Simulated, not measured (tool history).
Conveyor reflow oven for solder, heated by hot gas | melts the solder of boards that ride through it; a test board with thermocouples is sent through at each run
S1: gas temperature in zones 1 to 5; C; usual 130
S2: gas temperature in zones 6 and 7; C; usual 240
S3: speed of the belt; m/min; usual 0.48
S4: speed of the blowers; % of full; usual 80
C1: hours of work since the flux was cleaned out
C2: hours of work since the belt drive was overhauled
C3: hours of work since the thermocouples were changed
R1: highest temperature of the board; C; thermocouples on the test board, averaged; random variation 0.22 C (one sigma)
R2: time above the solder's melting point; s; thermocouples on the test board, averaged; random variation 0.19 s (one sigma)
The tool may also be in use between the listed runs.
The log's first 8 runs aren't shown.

| run | hour | S1 | S2 | S3 | S4 | C1 | C2 | C3 | R1 | R2 |
|---|---|---|---|---|---|---|---|---|---|---|
| 9 | 414 | 130 | 240 | 0.48 | 80 | 234 | 159 | 712 | 225.5 | 80 |
| 10 | 481 | 130 | 240 | 0.48 | 80 | 286 | 210 | 764 | 225.2 | 79.6 |
| 11 | 551.9 | 130 | 240 | 0.48 | 80 | 341 | 265 | 819 | 225 | 79.2 |
| 12 | 603.3 | 130 | 240 | 0.48 | 80 | 380 | 305 | 859 | 225 | 79.2 |
| 13 | 651.8 | 130 | 240 | 0.48 | 80 | 418 | 343 | 896 | 224.6 | 78.9 |
| 14 | 716.9 | 130 | 240 | 0.48 | 80 | 468 | 393 | 947 | 224.4 | 78.4 |
|  | 735.1 | flux residue cleaned out of gas plates and filters |
| 15 | 786.6 | 130 | 246 | 0.48 | 80 | 40 | 443 | 997 | 233.5 | 86.4 |
|  | 807.5 | thermocouples of zones 6 and 7 changed |
| 16 | 853.5 | 117 | 251 | 0.48 | 80 | 90 | 493 | 36 | 234.4 | 82.1 |
| 17 | 925.2 | 117 | 251 | 0.48 | 80 | 146 | 549 | 91 | 234 | 82.2 |
| 18 | 981.9 | 117 | 251 | 0.48 | 80 | 189 | 592 | 135 | 233.4 | 82.3 |
| 19 | 1036.4 | 145 | 240 | 0.48 | 66 | 231 | 635 | 177 | 223.7 | 85.5 |
| 20 | 1092.9 | 130 | 239 | 0.48 | 66 | 275 | 678 | 221 | 219.4 | 75.3 |
| 21 | 1141.2 | 142 | 232 | 0.428 | 76 | 313 | 716 | 258 | 222 | 94.2 |
| 22 | 1180.3 | 142 | 232 | 0.428 | 76 | 343 | 746 | 288 | 221.5 | 93.7 |
|  | 1241.5 | belt drive overhauled, speed set with a stopwatch |
| 23 | 1249.8 | 142 | 232 | 0.428 | 76 | 394 | 6 | 339 | 220.9 | 90.8 |
| 24 | 1289.7 | 130 | 240 | 0.473 | 77 | 424 | 37 | 370 | 223.3 | 78.6 |
| 25 | 1330.4 | 130 | 240 | 0.473 | 77 | 456 | 69 | 401 | 223.1 | 77.9 |
|  | 1362 | flux residue cleaned out of gas plates and filters |
| 26 | 1384.8 | 117 | 243 | 0.518 | 80 | 18 | 107 | 440 | 224.7 | 68.4 |
| 27 | 1444 | 130 | 229 | 0.48 | 69 | 63 | 153 | 485 | 213.6 | 67.8 |
| 28 | 1501.6 | 130 | 246 | 0.483 | 63 | 108 | 197 | 530 | 225.5 | 78.2 |
| 29 | 1542.1 | 123 | 230 | 0.48 | 80 | 139 | 229 | 561 | 216.5 | 68.8 |
| 30 | 1588.3 | 123 | 230 | 0.48 | 80 | 175 | 264 | 597 | 216.2 | 69.1 |

Forecast each of these 3 alternatives for the next run:
| A | 1640.4 | 119 | 230 | 0.46 | 72 | 215 | 305 | 637 | ? | ? |
| B | 1640.4 | 140 | 243 | 0.48 | 80 | 215 | 305 | 637 | ? | ? |
| C | 1640.4 | 124 | 252 | 0.485 | 80 | 215 | 305 | 637 | ? | ? |

| run | R1 | R2 |
|---|---|---|
| A | 214 | 68.1 |
| B | 230.2 | 87.2 |
| C | 235.1 | 83.7 |
Without the tool's hidden state the same runs would have given:
| run | R1 | R2 |
|---|---|---|
| A | 214.5 | 68.8 |
| B | 230.6 | 87.1 |
| C | 235.9 | 83.8 |
